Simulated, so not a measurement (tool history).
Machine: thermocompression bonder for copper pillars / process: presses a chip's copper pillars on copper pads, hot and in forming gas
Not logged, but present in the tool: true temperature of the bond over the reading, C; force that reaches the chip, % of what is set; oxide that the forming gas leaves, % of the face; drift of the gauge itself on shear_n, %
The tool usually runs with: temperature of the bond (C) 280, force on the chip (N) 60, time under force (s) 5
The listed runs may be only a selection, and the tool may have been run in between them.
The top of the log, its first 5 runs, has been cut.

run	hour	temperature of the bond (C)	force on the chip (N)	time under force (s)	hours of work since the heater was calibrated	hours of work since the force cell was calibrated	hours of work since the gas filter was changed	force that shears a chip off (N)
6	76.1	280	60	3	480	189	65	67.1
7	93.6	280	60	3	489	198	74	66.9
8	107.2	280	60	3	497	206	82	67
9	117.3	280	60	5	502	211	87	79.5
10	134.9	280	60	5	512	221	97	79.4
11	154.6	280	60	5	523	232	108	79.1
12	165	280	60	5	529	238	114	78.7
13	176.5	280	60	5	535	244	120	79.1
14	189.6	280	60	5	542	251	127	78.7
15	205.8	271	60	5	551	260	136	69.3
16	226.4	271	60	3	563	271	148	57.8
17	236.6	271	60	3	568	277	153	57.5
18	254.6	271	60	3	578	287	163	57.5
19	263.6	280	60	5	583	292	168	78.9
20	272.3	280	60	5	588	297	173	78.7
# hour 273.8: gauge calibrated
# hour 291.9: forming gas filter changed
21	291.9	284	60	5	598	307	0	84.2
22	309.8	266	48	11	608	317	10	75.3
23	329.2	260	68	4	619	328	21	58.2
24	342.3	280	53	5	626	335	28	74.6

Estimate the outcome of run 25 from the log above:
25	352	284	80	3	631	340	33	?

force that shears a chip off (N): 82.3
On a tool with no hidden condition, and with the same random variation, this run would have come out at force that shears a chip off (N) 82.6.
